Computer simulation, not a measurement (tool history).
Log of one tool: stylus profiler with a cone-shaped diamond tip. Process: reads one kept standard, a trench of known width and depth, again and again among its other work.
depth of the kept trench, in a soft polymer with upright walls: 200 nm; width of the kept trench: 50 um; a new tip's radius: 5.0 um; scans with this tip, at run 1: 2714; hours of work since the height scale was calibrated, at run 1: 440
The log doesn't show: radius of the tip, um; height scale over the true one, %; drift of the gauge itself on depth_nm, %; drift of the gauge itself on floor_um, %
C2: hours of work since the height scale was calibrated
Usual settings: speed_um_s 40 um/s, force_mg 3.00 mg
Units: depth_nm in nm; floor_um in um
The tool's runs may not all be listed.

run 1 day=0.000 | speed_um_s=40 force_mg=3.00 | scans_with_this_tip=2714 C2=440 | depth_nm=202.29 floor_um=46.83
run 2 day=0.496 | speed_um_s=40 force_mg=3.00 | scans_with_this_tip=2766 C2=448 | depth_nm=202.32 floor_um=46.83
run 3 day=0.950 | speed_um_s=40 force_mg=3.00 | scans_with_this_tip=2814 C2=456 | depth_nm=202.35 floor_um=46.82
run 4 day=1.512 | speed_um_s=133 force_mg=3.00 | scans_with_this_tip=2873 C2=465 | depth_nm=202.41 floor_um=46.32
run 5 day=1.788 | speed_um_s=133 force_mg=3.00 | scans_with_this_tip=2902 C2=470 | depth_nm=202.40 floor_um=46.38
run 6 day=2.367 | speed_um_s=40 force_mg=1.18 | scans_with_this_tip=2963 C2=480 | depth_nm=201.38 floor_um=46.72
run 7 day=3.025 | speed_um_s=41 force_mg=3.00 | scans_with_this_tip=3032 C2=491 | depth_nm=202.36 floor_um=46.77
-- day=3.096 height scale calibrated on a step standard
run 8 day=3.583 | speed_um_s=91 force_mg=6.31 | scans_with_this_tip=3088 C2=8 | depth_nm=203.72 floor_um=46.62
run 9 day=3.858 | speed_um_s=16 force_mg=7.06 | scans_with_this_tip=3117 C2=13 | depth_nm=204.03 floor_um=46.89
run 10 day=4.467 | speed_um_s=27 force_mg=7.89 | scans_with_this_tip=3180 C2=23 | depth_nm=204.25 floor_um=46.85
run 11 day=4.958 | speed_um_s=31 force_mg=2.74 | scans_with_this_tip=3232 C2=32 | depth_nm=202.43 floor_um=46.78
-- day=5.371 height scale calibrated on a step standard, once more
run 12 day=5.371 | speed_um_s=128 force_mg=2.57 | scans_with_this_tip=3273 C2=0 | depth_nm=201.79 floor_um=46.29
run 13 day=5.771 | speed_um_s=128 force_mg=2.57 | scans_with_this_tip=3315 C2=7 | depth_nm=201.80 floor_um=46.32

4 ways to go on from here, each from the tool as it stands after run 13. What would each give?
run A day=6.238 | speed_um_s=29 force_mg=3.00 | scans_with_this_tip=3364 C2=15 | depth_nm=? floor_um=?
run B day=6.238 | speed_um_s=128 force_mg=5.35 | scans_with_this_tip=3364 C2=15 | depth_nm=? floor_um=?
run C day=6.238 | speed_um_s=40 force_mg=6.68 | scans_with_this_tip=3364 C2=15 | depth_nm=? floor_um=?
run D day=6.238 | speed_um_s=12 force_mg=1.94 | scans_with_this_tip=3364 C2=15 | depth_nm=? floor_um=?

run=A depth_nm=202.03 floor_um=46.86
run=B depth_nm=202.96 floor_um=46.46
run=C depth_nm=203.39 floor_um=46.83
run=D depth_nm=201.52 floor_um=46.88
Without the tool's hidden state the same runs would have given:
run=A depth_nm=202.00 floor_um=47.13
run=B depth_nm=202.92 floor_um=46.74
run=C depth_nm=203.35 floor_um=47.11
run=D depth_nm=201.49 floor_um=47.16

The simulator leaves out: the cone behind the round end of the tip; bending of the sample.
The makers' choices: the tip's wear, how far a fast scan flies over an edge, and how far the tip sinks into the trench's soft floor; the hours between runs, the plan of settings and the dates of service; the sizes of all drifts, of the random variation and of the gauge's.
